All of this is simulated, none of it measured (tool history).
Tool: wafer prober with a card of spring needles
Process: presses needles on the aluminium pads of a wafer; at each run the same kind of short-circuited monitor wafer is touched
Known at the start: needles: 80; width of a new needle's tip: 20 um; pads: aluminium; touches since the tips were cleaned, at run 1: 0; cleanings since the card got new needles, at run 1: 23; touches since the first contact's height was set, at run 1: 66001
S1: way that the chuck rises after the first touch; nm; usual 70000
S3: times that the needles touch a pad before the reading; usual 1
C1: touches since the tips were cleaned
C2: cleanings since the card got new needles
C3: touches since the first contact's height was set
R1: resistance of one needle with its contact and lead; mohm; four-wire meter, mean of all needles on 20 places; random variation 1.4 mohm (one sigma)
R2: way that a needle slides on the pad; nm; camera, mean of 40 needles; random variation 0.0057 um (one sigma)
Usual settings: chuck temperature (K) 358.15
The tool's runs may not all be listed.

{"run": 1, "hour": 0.0, "S1": 70000, "chuck temperature (K)": 358.15, "S3": 1, "C1": 0, "C2": 23, "C3": 66001, "R1": 130, "R2": 18599}
{"hour": 3.8, "done": "height of the first contact set anew"}
{"run": 2, "hour": 16.1, "S1": 70000, "chuck temperature (K)": 358.15, "S3": 1, "C1": 7489, "C2": 23, "C3": 5821, "R1": 183, "R2": 18682}
{"hour": 17.9, "done": "tips cleaned on abrasive film"}
{"run": 3, "hour": 29.4, "S1": 70000, "chuck temperature (K)": 358.15, "S3": 2, "C1": 5450, "C2": 24, "C3": 12070, "R1": 156, "R2": 18677}
{"hour": 35.0, "done": "tips cleaned on abrasive film"}
{"run": 4, "hour": 40.9, "S1": 70000, "chuck temperature (K)": 309.15, "S3": 2, "C1": 2785, "C2": 25, "C3": 17448, "R1": 141, "R2": 18668}
{"hour": 51.7, "done": "tips cleaned on abrasive film"}
{"run": 5, "hour": 51.7, "S1": 70000, "chuck temperature (K)": 309.15, "S3": 2, "C1": 0, "C2": 26, "C3": 22557, "R1": 121, "R2": 18647}
{"hour": 68.2, "done": "tips cleaned on abrasive film"}
{"run": 6, "hour": 68.2, "S1": 70000, "chuck temperature (K)": 309.15, "S3": 2, "C1": 0, "C2": 27, "C3": 30283, "R1": 122, "R2": 18647}
{"run": 7, "hour": 79.8, "S1": 70000, "chuck temperature (K)": 309.15, "S3": 2, "C1": 5540, "C2": 27, "C3": 35823, "R1": 151, "R2": 18632}
{"hour": 85.2, "done": "tips cleaned on abrasive film"}
{"run": 8, "hour": 92.7, "S1": 70000, "chuck temperature (K)": 309.15, "S3": 2, "C1": 3523, "C2": 28, "C3": 41847, "R1": 148, "R2": 18639}
{"hour": 101.5, "done": "tips cleaned on abrasive film"}
{"run": 9, "hour": 109.2, "S1": 70000, "chuck temperature (K)": 309.15, "S3": 2, "C1": 3621, "C2": 29, "C3": 49614, "R1": 146, "R2": 18621}
{"hour": 118.8, "done": "tips cleaned on abrasive film"}
{"run": 10, "hour": 124.7, "S1": 70000, "chuck temperature (K)": 339.15, "S3": 2, "C1": 2837, "C2": 30, "C3": 56947, "R1": 145, "R2": 18613}
{"run": 11, "hour": 133.7, "S1": 70000, "chuck temperature (K)": 339.15, "S3": 2, "C1": 7063, "C2": 30, "C3": 61173, "R1": 157, "R2": 18620}
{"hour": 136.1, "done": "tips cleaned on abrasive film"}
{"hour": 146.9, "done": "height of the first contact set anew"}
{"run": 12, "hour": 148.3, "S1": 70000, "chuck temperature (K)": 358.15, "S3": 1, "C1": 5629, "C2": 31, "C3": 659, "R1": 177, "R2": 18670}
{"hour": 153.0, "done": "tips cleaned on abrasive film"}
{"run": 13, "hour": 166.9, "S1": 70000, "chuck temperature (K)": 358.15, "S3": 1, "C1": 6580, "C2": 32, "C3": 9430, "R1": 178, "R2": 18664}
{"hour": 170.5, "done": "tips cleaned on abrasive film"}
{"hour": 186.7, "done": "tips cleaned on abrasive film"}
{"run": 14, "hour": 186.7, "S1": 70000, "chuck temperature (K)": 358.15, "S3": 1, "C1": 0, "C2": 34, "C3": 18728, "R1": 129, "R2": 18647}
{"run": 15, "hour": 198.7, "S1": 70000, "chuck temperature (K)": 358.15, "S3": 1, "C1": 5666, "C2": 34, "C3": 24394, "R1": 178, "R2": 18651}
{"hour": 203.9, "done": "tips cleaned on abrasive film"}
{"run": 16, "hour": 216.0, "S1": 70000, "chuck temperature (K)": 358.15, "S3": 1, "C1": 5736, "C2": 35, "C3": 32573, "R1": 181, "R2": 18646}
{"hour": 221.5, "done": "tips cleaned on abrasive film"}
{"run": 17, "hour": 233.5, "S1": 70000, "chuck temperature (K)": 358.15, "S3": 1, "C1": 5661, "C2": 36, "C3": 40777, "R1": 180, "R2": 18628}
{"hour": 239.1, "done": "tips cleaned on abrasive film"}
{"run": 18, "hour": 246.4, "S1": 87000, "chuck temperature (K)": 358.15, "S3": 1, "C1": 3432, "C2": 37, "C3": 46855, "R1": 150, "R2": 23145}
{"hour": 256.1, "done": "tips cleaned on abrasive film"}
{"run": 19, "hour": 259.6, "S1": 59000, "chuck temperature (K)": 358.15, "S3": 1, "C1": 1645, "C2": 38, "C3": 53070, "R1": 162, "R2": 15658}
{"hour": 272.5, "done": "tips cleaned on abrasive film"}
{"run": 20, "hour": 279.8, "S1": 59000, "chuck temperature (K)": 361.15, "S3": 3, "C1": 3451, "C2": 39, "C3": 62579, "R1": 148, "R2": 15660}
{"hour": 289.0, "done": "tips cleaned on abrasive film"}
{"hour": 291.0, "done": "height of the first contact set anew"}
{"run": 21, "hour": 293.4, "S1": 59000, "chuck temperature (K)": 361.15, "S3": 3, "C1": 1964, "C2": 40, "C3": 1166, "R1": 142, "R2": 15757}
{"run": 22, "hour": 303.3, "S1": 59000, "chuck temperature (K)": 361.15, "S3": 3, "C1": 6610, "C2": 40, "C3": 5812, "R1": 156, "R2": 15752}
{"hour": 305.7, "done": "tips cleaned on abrasive film"}
{"run": 23, "hour": 320.9, "S1": 66000, "chuck temperature (K)": 358.15, "S3": 3, "C1": 7193, "C2": 41, "C3": 14110, "R1": 152, "R2": 17597}
{"hour": 322.7, "done": "tips cleaned on abrasive film"}
{"run": 24, "hour": 331.5, "S1": 68000, "chuck temperature (K)": 301.15, "S3": 3, "C1": 4181, "C2": 42, "C3": 19115, "R1": 136, "R2": 18127}
{"hour": 339.0, "done": "tips cleaned on abrasive film"}
{"run": 25, "hour": 351.1, "S1": 68000, "chuck temperature (K)": 301.15, "S3": 3, "C1": 5738, "C2": 43, "C3": 28330, "R1": 140, "R2": 18122}
{"hour": 356.0, "done": "tips cleaned on abrasive film"}
{"run": 26, "hour": 365.2, "S1": 76000, "chuck temperature (K)": 382.15, "S3": 1, "C1": 4393, "C2": 44, "C3": 34984, "R1": 167, "R2": 20240}
{"hour": 372.5, "done": "tips cleaned on abrasive film"}
{"run": 27, "hour": 383.2, "S1": 76000, "chuck temperature (K)": 382.15, "S3": 1, "C1": 5084, "C2": 45, "C3": 43440, "R1": 166, "R2": 20224}
{"hour": 389.5, "done": "tips cleaned on abrasive film"}
{"run": 28, "hour": 394.2, "S1": 76000, "chuck temperature (K)": 382.15, "S3": 1, "C1": 2233, "C2": 46, "C3": 48603, "R1": 152, "R2": 20211}
{"hour": 406.8, "done": "tips cleaned on abrasive film"}
{"run": 29, "hour": 415.1, "S1": 76000, "chuck temperature (K)": 382.15, "S3": 1, "C1": 3920, "C2": 47, "C3": 58443, "R1": 166, "R2": 20206}
{"hour": 423.7, "done": "tips cleaned on abrasive film"}
{"hour": 434.7, "done": "height of the first contact set anew"}
{"run": 30, "hour": 435.5, "S1": 58000, "chuck temperature (K)": 333.15, "S3": 1, "C1": 5444, "C2": 48, "C3": 350, "R1": 199, "R2": 15469}
{"hour": 441.6, "done": "tips cleaned on abrasive film"}
{"run": 31, "hour": 454.1, "S1": 78000, "chuck temperature (K)": 321.15, "S3": 1, "C1": 5885, "C2": 49, "C3": 9118, "R1": 166, "R2": 20802}
{"hour": 458.4, "done": "tips cleaned on abrasive film"}
{"run": 32, "hour": 471.2, "S1": 74000, "chuck temperature (K)": 340.15, "S3": 1, "C1": 6078, "C2": 50, "C3": 17178, "R1": 173, "R2": 19726}
{"hour": 475.5, "done": "tips cleaned on abrasive film"}
{"run": 33, "hour": 484.8, "S1": 77000, "chuck temperature (K)": 388.15, "S3": 1, "C1": 4402, "C2": 51, "C3": 23563, "R1": 167, "R2": 20516}

The same runs without the tool's hidden state, with the same run-to-run variation:
The hidden state here: debris on the tips, nm; way that the needles fall short of the set height, um; tips' diameter, um; drift of the gauge itself on contact_mohm, %; drift of the gauge itself on scrub_um, %.
run=1 R1=127 R2=18687
run=2 R1=125 R2=18682
run=3 R1=126 R2=18687
run=4 R1=120 R2=18687
run=5 R1=119 R2=18675
run=6 R1=119 R2=18687
run=7 R1=119 R2=18672
run=8 R1=121 R2=18691
run=9 R1=119 R2=18682
run=10 R1=123 R2=18683
run=11 R1=123 R2=18690
run=12 R1=127 R2=18670
run=13 R1=125 R2=18676
run=14 R1=126 R2=18682
run=15 R1=127 R2=18686
run=16 R1=127 R2=18692
run=17 R1=128 R2=18683
run=18 R1=125 R2=23214
run=19 R1=129 R2=15738
run=20 R1=129 R2=15749
run=21 R1=129 R2=15757
run=22 R1=129 R2=15752
run=23 R1=129 R2=17609
run=24 R1=117 R2=18149
run=25 R1=118 R2=18157
run=26 R1=129 R2=20283
run=27 R1=126 R2=20279
run=28 R1=130 R2=20279
run=29 R1=129 R2=20284
run=30 R1=125 R2=15469
run=31 R1=120 R2=20811
run=32 R1=124 R2=19746
run=33 R1=129 R2=20547
